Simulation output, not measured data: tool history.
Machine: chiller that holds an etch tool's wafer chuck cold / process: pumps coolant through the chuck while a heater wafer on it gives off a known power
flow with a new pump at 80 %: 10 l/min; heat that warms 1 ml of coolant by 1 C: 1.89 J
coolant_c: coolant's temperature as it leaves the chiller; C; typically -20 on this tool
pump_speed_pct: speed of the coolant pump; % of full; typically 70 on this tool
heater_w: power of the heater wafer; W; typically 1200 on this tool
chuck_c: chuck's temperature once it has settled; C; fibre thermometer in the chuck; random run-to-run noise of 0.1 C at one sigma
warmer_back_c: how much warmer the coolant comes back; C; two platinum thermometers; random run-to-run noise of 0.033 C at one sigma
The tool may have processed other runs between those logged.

run 1 day=0 | coolant_c=-20 pump_speed_pct=70 heater_w=1200 | chuck_c=-7.3 warmer_back_c=4.37
run 2 day=3.304 | coolant_c=-20 pump_speed_pct=70 heater_w=1200 | chuck_c=-7.1 warmer_back_c=4.33
run 3 day=7.454 | coolant_c=-20 pump_speed_pct=70 heater_w=1200 | chuck_c=-7 warmer_back_c=4.39
run 4 day=12.804 | coolant_c=-20 pump_speed_pct=70 heater_w=1200 | chuck_c=-7 warmer_back_c=4.4
run 5 day=15.65 | coolant_c=-20 pump_speed_pct=97 heater_w=1200 | chuck_c=-10.1 warmer_back_c=3.25
run 6 day=18.338 | coolant_c=-20 pump_speed_pct=70 heater_w=1200 | chuck_c=-7.1 warmer_back_c=4.46
run 7 day=23.629 | coolant_c=-28 pump_speed_pct=70 heater_w=1200 | chuck_c=-14.9 warmer_back_c=4.41
run 8 day=29.046 | coolant_c=-20 pump_speed_pct=70 heater_w=1200 | chuck_c=-7.1 warmer_back_c=4.47
run 9 day=31.767 | coolant_c=-20 pump_speed_pct=70 heater_w=786 | chuck_c=-11.8 warmer_back_c=2.92
run 10 day=34.683 | coolant_c=-20 pump_speed_pct=70 heater_w=786 | chuck_c=-11.6 warmer_back_c=2.94
run 11 day=40.696 | coolant_c=-20 pump_speed_pct=70 heater_w=786 | chuck_c=-11.5 warmer_back_c=2.97
run 12 day=43.158 | coolant_c=-20 pump_speed_pct=70 heater_w=1005 | chuck_c=-8.8 warmer_back_c=3.76
run 13 day=48.888 | coolant_c=-20 pump_speed_pct=70 heater_w=1005 | chuck_c=-8.9 warmer_back_c=3.81
run 14 day=52.15 | coolant_c=-19 pump_speed_pct=70 heater_w=1200 | chuck_c=-5.6 warmer_back_c=4.54
run 15 day=57.704 | coolant_c=-19 pump_speed_pct=70 heater_w=1200 | chuck_c=-5.2 warmer_back_c=4.63
run 16 day=60.725 | coolant_c=-20 pump_speed_pct=70 heater_w=1200 | chuck_c=-6.3 warmer_back_c=4.58
-- day=62.833 coolant changed, channels flushed
run 17 day=64.904 | coolant_c=-13 pump_speed_pct=79 heater_w=735 | chuck_c=-6.6 warmer_back_c=2.53
run 18 day=68.571 | coolant_c=-13 pump_speed_pct=79 heater_w=735 | chuck_c=-6.7 warmer_back_c=2.5
run 19 day=72.338 | coolant_c=-13 pump_speed_pct=90 heater_w=735 | chuck_c=-7.2 warmer_back_c=2.21
run 20 day=77.375 | coolant_c=-25 pump_speed_pct=90 heater_w=735 | chuck_c=-19.4 warmer_back_c=2.19

Expected results for the next run?
run 21 day=82.492 | coolant_c=-17 pump_speed_pct=90 heater_w=701 | chuck_c=? warmer_back_c=?

Run 21 yielded chuck_c -11.5 C, warmer_back_c 2.13 C.
Had the tool carried no hidden state, the very same run would have given chuck_c -11.1 C, warmer_back_c 1.98 C.

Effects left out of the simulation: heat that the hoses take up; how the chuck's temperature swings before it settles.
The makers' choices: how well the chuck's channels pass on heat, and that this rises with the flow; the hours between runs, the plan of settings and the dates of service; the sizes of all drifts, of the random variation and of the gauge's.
